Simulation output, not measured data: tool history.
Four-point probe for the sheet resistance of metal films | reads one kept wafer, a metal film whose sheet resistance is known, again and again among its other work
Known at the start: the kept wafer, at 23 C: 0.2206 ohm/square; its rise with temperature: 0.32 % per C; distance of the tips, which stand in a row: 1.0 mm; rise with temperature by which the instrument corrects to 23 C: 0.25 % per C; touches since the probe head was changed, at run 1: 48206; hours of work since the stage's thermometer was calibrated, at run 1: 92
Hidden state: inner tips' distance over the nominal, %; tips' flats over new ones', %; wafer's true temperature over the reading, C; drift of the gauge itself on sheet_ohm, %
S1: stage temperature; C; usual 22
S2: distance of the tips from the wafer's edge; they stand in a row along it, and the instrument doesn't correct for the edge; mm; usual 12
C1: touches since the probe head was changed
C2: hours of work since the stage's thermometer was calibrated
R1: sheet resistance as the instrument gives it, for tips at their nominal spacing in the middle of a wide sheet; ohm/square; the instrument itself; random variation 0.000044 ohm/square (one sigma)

run,hour,S1,S2,C1,C2,R1
1,0.0,22,12,48206,92,0.219388
2,34.2,30,12,49204,112,0.220546
3,55.2,30,12,49820,125,0.220548
4,86.8,22,28,50743,144,0.218759
5,125.0,23,28,51860,167,0.218817
6,156.8,31,12,52791,186,0.220579
7,198.8,31,12,54020,212,0.220494
8,221.7,31,12,54690,226,0.220535
9,258.2,31,12,55756,247,0.220502
# hour 262.5: stage's thermometer calibrated
10,282.0,30,12,56437,12,0.220331
11,306.1,22,4,57142,26,0.225473
12,337.9,22,4,58073,45,0.225355
13,363.3,22,4,58816,61,0.225479
14,402.4,22,4,59958,84,0.225374
15,446.5,22,4,61248,111,0.225395
16,474.5,18,12,62067,128,0.218405
17,518.0,22,69,63339,154,0.218206
# hour 525.5: stage's thermometer calibrated, once more
18,553.1,21,8,64351,17,0.219889
19,598.9,21,8,65690,44,0.219818
20,649.4,19,48,67168,75,0.217672
21,672.1,19,13,67831,88,0.218322
22,709.2,29,12,68917,111,0.219791
23,730.7,26,22,69546,124,0.218741

Forecast run 24:
24,774.3,22,37,70821,150,?

R1: 0.218029 ohm/square
Without the tool's hidden state the same run would have given R1 0.220528 ohm/square.
